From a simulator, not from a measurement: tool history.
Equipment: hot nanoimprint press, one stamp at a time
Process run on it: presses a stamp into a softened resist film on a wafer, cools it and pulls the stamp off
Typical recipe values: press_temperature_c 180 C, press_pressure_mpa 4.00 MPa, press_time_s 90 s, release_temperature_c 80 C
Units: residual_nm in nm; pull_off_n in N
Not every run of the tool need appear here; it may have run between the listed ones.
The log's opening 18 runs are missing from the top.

run,hour,press_temperature_c,press_pressure_mpa,press_time_s,release_temperature_c,residual_nm,pull_off_n
19,173.8,180,4.00,90,74,117.8,94.7
20,181.9,169,4.00,90,80,163.1,89.7
21,191.2,180,4.00,50,80,145.5,90.8
22,201.4,180,3.84,50,82,148.4,88.1
23,213.2,190,3.24,140,82,85.0,89.4
24,224.0,190,3.24,140,82,84.7,88.9
25,234.2,184,3.24,81,86,122.8,85.1
26,242.3,184,3.24,81,86,123.0,85.3
27,254.8,171,3.24,81,77,174.9,91.2
28,264.4,171,3.24,81,77,175.4,93.2
29,273.9,186,2.47,47,80,160.9,90.8
30,282.3,174,3.56,90,72,148.9,96.5

Here are 4 independent what-if runs from the current tool condition. What would each one return?
A,293.3,176,4.00,90,80,?,?
B,293.3,182,2.48,85,72,?,?
C,293.3,175,4.00,90,80,?,?
D,293.3,175,4.91,90,72,?,?

run,residual_nm,pull_off_n
A,132.8,89.6
B,146.4,96.3
C,136.5,89.6
D,122.7,96.3
With no hidden state in the tool, these same runs would have given:
run,residual_nm,pull_off_n
A,132.8,89.4
B,146.4,96.1
C,136.5,89.3
D,122.7,96.1
